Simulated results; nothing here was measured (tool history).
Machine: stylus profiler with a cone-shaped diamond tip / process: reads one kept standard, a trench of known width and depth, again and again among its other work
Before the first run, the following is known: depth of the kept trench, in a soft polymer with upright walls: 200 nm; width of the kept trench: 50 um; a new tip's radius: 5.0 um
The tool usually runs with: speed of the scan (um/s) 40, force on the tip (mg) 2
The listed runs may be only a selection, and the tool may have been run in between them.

run	hour	speed of the scan (um/s)	force on the tip (mg)	depth of the trench (nm)	width of the trench's floor (um)
1	0	40	2	201.29	45.86
2	88.8	40	5.38	202.33	45.91
3	159.2	40	5.38	202.1	45.87
4	209.3	40	5.38	202.31	45.82
5	296.6	40	5.38	202.27	45.84
6	364.6	40	2	201.07	45.62
7	439.2	40	2	200.95	45.67
8	538.5	40	2	200.67	45.58
9	624.3	40	1.21	200.24	45.49
10	682.7	40	1.21	200.43	45.52
11	797.2	40	1.21	200.32	45.47
12	870.8	40	1.21	200.21	45.38
13	970.3	52	0.98	200.01	45.25
14	1073.2	56	5.75	201.82	45.39
15	1194.4	19	0.93	199.83	45.48
16	1259.4	19	0.93	200.07	45.45
17	1329.7	19	0.93	199.87	45.41
18	1430.2	68	2.66	200.36	45.15
19	1485.9	68	2.66	200.53	45.15
20	1540.7	84	1.41	199.85	44.93
21	1592.3	84	1.41	199.71	44.92
22	1701.5	84	1.41	199.91	44.84

Here are 3 independent what-if runs from the current tool condition. What would each one return?
A	1780.5	12	1.41	?	?
B	1780.5	113	3.17	?	?
C	1780.5	60	2.6	?	?

run	depth of the trench (nm)	width of the trench's floor (um)
A	199.95	45.3
B	200.47	44.83
C	200.21	45.04
The same runs, with their run-to-run variation unchanged, on a tool lacking any hidden condition would have given:
run	depth of the trench (nm)	width of the trench's floor (um)
A	201.16	47.11
B	201.68	46.64
C	201.42	46.86
